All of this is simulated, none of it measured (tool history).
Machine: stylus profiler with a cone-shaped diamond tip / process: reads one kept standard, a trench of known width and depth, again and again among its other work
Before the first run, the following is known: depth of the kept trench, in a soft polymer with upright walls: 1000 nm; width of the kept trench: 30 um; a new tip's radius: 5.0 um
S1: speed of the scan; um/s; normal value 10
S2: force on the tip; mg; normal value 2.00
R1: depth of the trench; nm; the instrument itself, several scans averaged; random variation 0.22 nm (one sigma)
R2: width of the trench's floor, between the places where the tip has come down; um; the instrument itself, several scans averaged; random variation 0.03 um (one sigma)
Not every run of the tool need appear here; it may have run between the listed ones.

run	hour	S1	S2	R1	R2
1	0.0	10	2.00	1006.21	23.97
2	37.5	2	2.00	1005.94	23.98
3	72.4	2	2.00	1005.94	23.95
4	94.6	2	2.00	1006.15	23.94
5	144.5	13	2.00	1006.07	23.91
6	168.3	10	2.00	1006.01	23.98
7	192.4	10	2.00	1006.22	23.94
8	240.2	10	2.93	1008.06	23.97
# hour 284.8: new tip fitted, height scale calibrated
9	290.9	10	2.93	1007.76	24.04
10	318.7	10	5.47	1012.04	23.99
11	359.4	10	5.47	1011.99	24.00
12	381.2	13	1.13	1004.15	23.98
13	416.6	16	5.34	1011.67	23.96
14	442.6	16	3.29	1008.26	23.99
15	465.6	32	3.08	1007.86	23.92
16	503.8	32	3.08	1007.85	23.89
17	545.6	2	2.81	1007.64	23.96
18	567.4	7	4.08	1010.08	23.98
19	590.3	23	2.44	1006.52	23.92

What if the next run were any one of these 3? Each begins from the tool's condition after run 19:
A	637.0	10	1.04	?	?
B	637.0	8	1.81	?	?
C	637.0	10	1.12	?	?

run	R1	R2
A	1004.20	23.93
B	1005.43	23.91
C	1004.32	24.01
With the hidden condition removed and each run's random variation left untouched, the same runs would have given:
run	R1	R2
A	1004.20	23.93
B	1005.44	23.92
C	1004.32	24.01
